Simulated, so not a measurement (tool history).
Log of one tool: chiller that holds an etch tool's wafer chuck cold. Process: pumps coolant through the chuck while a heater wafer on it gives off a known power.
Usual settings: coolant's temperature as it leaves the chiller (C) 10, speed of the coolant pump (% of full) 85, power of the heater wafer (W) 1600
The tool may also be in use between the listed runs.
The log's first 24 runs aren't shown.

run,hour,coolant's temperature as it leaves the chiller (C),speed of the coolant pump (% of full),power of the heater wafer (W),chuck's temperature once it has settled (C),how much warmer the coolant comes back (C)
25,589.7,3,73,862,13.4,2.41
26,604.7,18,85,850,27.5,2.03
27,624.8,3,80,1179,16.5,2.98
28,647.4,3,80,1179,16.7,2.96
29,661.1,6,77,947,17.1,2.45
30,678.1,15,68,2160,42.8,6.5
31,702.6,15,97,844,23.5,1.76
32,729.2,15,97,844,23.6,1.75

3 ways to go on from here, each from the tool as it stands after run 32. What would each give?
A,746.5,6,75,844,?,?
B,746.5,10,92,1600,?,?
C,746.5,8,97,1754,?,?

run,chuck's temperature once it has settled (C),how much warmer the coolant comes back (C)
A,16.3,2.24
B,27,3.49
C,26.1,3.66
Without the tool's hidden state the same runs would have given:
run,chuck's temperature once it has settled (C),how much warmer the coolant comes back (C)
A,14.4,2.18
B,24,3.4
C,22.9,3.56
